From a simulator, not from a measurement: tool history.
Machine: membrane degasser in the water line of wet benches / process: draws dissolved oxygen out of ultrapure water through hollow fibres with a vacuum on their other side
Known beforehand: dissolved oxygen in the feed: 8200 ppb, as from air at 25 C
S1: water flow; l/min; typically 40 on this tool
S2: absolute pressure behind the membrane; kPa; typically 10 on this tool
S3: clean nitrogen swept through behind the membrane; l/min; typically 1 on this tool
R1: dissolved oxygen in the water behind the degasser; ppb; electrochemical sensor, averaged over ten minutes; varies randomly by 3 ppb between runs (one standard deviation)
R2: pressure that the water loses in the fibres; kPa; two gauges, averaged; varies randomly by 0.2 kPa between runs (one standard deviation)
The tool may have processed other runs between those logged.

run,hour,S1,S2,S3,R1,R2
1,0,40,10,1,593.1,43.01
2,46.3,40,10,1,584,42.74
3,68.6,40,10,1,582,42.65
4,105.4,40,10,2.86,289,43.25
5,131.5,40,10,1,583.8,42.71
6,162.2,40,10,1,577.8,43.13
7,207.9,30,6.5,1,230.2,32.12
8,250.1,30,6.5,1,230.3,32.29
9,274.7,30,6.5,1,229.6,32.4
10,296.7,30,6.5,1,230.4,32.25
11,340.6,30,6.5,1,229.2,32.19

Forecast each of these 4 alternatives for the next run:
A,372.7,30,21.5,1.53,?,?
B,372.7,44,10,1,?,?
C,372.7,56,10,0.63,?,?
D,372.7,40,16.8,1,?,?

run,R1,R2
A,746.6,32.45
B,639.8,47.45
C,1044.6,60.53
D,1026.5,43.14
Take away the tool's hidden state, keep each run's random variation, and the runs would have read:
run,R1,R2
A,761.9,32.45
B,652.9,47.44
C,1066,60.52
D,1047.6,43.13
